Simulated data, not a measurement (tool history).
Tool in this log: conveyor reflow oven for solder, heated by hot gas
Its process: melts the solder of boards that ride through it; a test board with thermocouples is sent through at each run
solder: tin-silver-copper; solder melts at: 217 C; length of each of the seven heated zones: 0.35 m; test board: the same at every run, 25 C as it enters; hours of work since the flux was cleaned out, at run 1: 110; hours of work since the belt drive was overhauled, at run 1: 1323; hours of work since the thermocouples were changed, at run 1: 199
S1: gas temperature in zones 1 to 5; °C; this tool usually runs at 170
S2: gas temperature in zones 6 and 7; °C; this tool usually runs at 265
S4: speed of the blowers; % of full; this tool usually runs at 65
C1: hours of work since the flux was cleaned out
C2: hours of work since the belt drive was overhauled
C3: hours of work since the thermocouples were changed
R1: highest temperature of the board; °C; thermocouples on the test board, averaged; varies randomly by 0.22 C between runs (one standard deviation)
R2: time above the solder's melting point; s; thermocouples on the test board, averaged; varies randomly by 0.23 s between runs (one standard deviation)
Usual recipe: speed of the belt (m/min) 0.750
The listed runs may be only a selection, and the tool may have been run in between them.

run 1 hour=0.0 | S1=170 S2=265 speed_of_the_belt_(m/min)=0.750 S4=65 | C1=110 C2=1323 C3=199 | R1=251.1 R2=40.9
run 2 hour=75.6 | S1=170 S2=270 speed_of_the_belt_(m/min)=0.750 S4=65 | C1=167 C2=1379 C3=256 | R1=255.6 R2=42.9
-- hour=104.1 belt drive overhauled, speed set with a stopwatch
run 3 hour=171.2 | S1=170 S2=270 speed_of_the_belt_(m/min)=0.750 S4=65 | C1=235 C2=50 C3=325 | R1=255.3 R2=42.6
run 4 hour=221.3 | S1=170 S2=265 speed_of_the_belt_(m/min)=0.750 S4=65 | C1=273 C2=88 C3=363 | R1=250.8 R2=40.6
run 5 hour=309.5 | S1=170 S2=277 speed_of_the_belt_(m/min)=0.750 S4=65 | C1=339 C2=154 C3=429 | R1=261.5 R2=45.5
-- hour=340.2 flux residue cleaned out of gas plates and filters
run 6 hour=373.5 | S1=170 S2=277 speed_of_the_belt_(m/min)=0.750 S4=65 | C1=25 C2=199 C3=473 | R1=262.1 R2=46.0
run 7 hour=457.9 | S1=181 S2=277 speed_of_the_belt_(m/min)=0.750 S4=65 | C1=88 C2=262 C3=537 | R1=263.7 R2=48.6
run 8 hour=519.1 | S1=181 S2=280 speed_of_the_belt_(m/min)=0.750 S4=65 | C1=134 C2=308 C3=583 | R1=266.0 R2=49.9
run 9 hour=574.0 | S1=164 S2=275 speed_of_the_belt_(m/min)=0.750 S4=72 | C1=176 C2=349 C3=624 | R1=260.8 R2=43.9
run 10 hour=644.5 | S1=173 S2=257 speed_of_the_belt_(m/min)=0.698 S4=63 | C1=229 C2=402 C3=677 | R1=245.5 R2=41.9
run 11 hour=735.0 | S1=168 S2=273 speed_of_the_belt_(m/min)=0.843 S4=55 | C1=297 C2=470 C3=745 | R1=250.7 R2=35.0
run 12 hour=813.4 | S1=170 S2=265 speed_of_the_belt_(m/min)=0.814 S4=65 | C1=355 C2=529 C3=804 | R1=248.7 R2=35.4
-- hour=826.4 flux residue cleaned out of gas plates and filters
run 13 hour=871.5 | S1=170 S2=265 speed_of_the_belt_(m/min)=0.814 S4=65 | C1=34 C2=569 C3=844 | R1=248.6 R2=36.0
run 14 hour=930.1 | S1=183 S2=265 speed_of_the_belt_(m/min)=0.617 S4=65 | C1=78 C2=613 C3=888 | R1=257.3 R2=58.4
run 15 hour=993.6 | S1=183 S2=265 speed_of_the_belt_(m/min)=0.617 S4=65 | C1=126 C2=661 C3=935 | R1=257.6 R2=58.3

Consider 3 possible next runs. They are alternatives, not a sequence: every one starts from the tool as it was left by run 15. What does each give?
run A hour=1078.1 | S1=162 S2=265 speed_of_the_belt_(m/min)=0.649 S4=64 | C1=189 C2=724 C3=999 | R1=? R2=?
run B hour=1078.1 | S1=158 S2=265 speed_of_the_belt_(m/min)=0.750 S4=65 | C1=189 C2=724 C3=999 | R1=? R2=?
run C hour=1078.1 | S1=170 S2=265 speed_of_the_belt_(m/min)=0.750 S4=65 | C1=189 C2=724 C3=999 | R1=? R2=?

run=A R1=253.6 R2=47.1
run=B R1=249.0 R2=37.0
run=C R1=250.9 R2=40.9
Without the tool's unlogged condition, the same runs would have read:
run=A R1=253.6 R2=47.1
run=B R1=249.0 R2=37.0
run=C R1=250.9 R2=40.9
